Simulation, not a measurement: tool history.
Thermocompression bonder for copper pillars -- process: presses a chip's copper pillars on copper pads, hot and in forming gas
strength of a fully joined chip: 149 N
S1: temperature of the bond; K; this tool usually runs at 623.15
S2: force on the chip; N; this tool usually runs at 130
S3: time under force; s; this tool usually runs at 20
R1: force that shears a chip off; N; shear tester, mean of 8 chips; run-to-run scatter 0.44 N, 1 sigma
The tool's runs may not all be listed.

run	day	S1	S2	S3	R1
1	0	623.15	130	20	71.8
2	1.108	623.15	130	20	72.8
3	2.554	623.15	130	20	72.5
# day 3.712: forming gas filter changed
4	4.338	623.15	130	20	71.8
5	5.525	623.15	130	20	72.2
6	7.058	647.15	141	25	101.3
7	8.433	647.15	141	25	100.8
8	9.342	623.15	163	21	86.1
9	10.829	623.15	163	21	85.8
10	12.688	644.15	130	37	105.6

4 ways to go on from here, each from the tool as it stands after run 10. What would each give?
A	13.45	614.15	130	37	?
B	13.45	644.15	130	34	?
C	13.45	604.15	130	28	?
D	13.45	644.15	104	56	?

run	R1
A	80.8
B	103
C	65.5
D	104
The same runs, with their run-to-run variation unchanged, on a tool lacking any hidden condition would have given:
run	R1
A	80.9
B	103.1
C	65.6
D	104.1
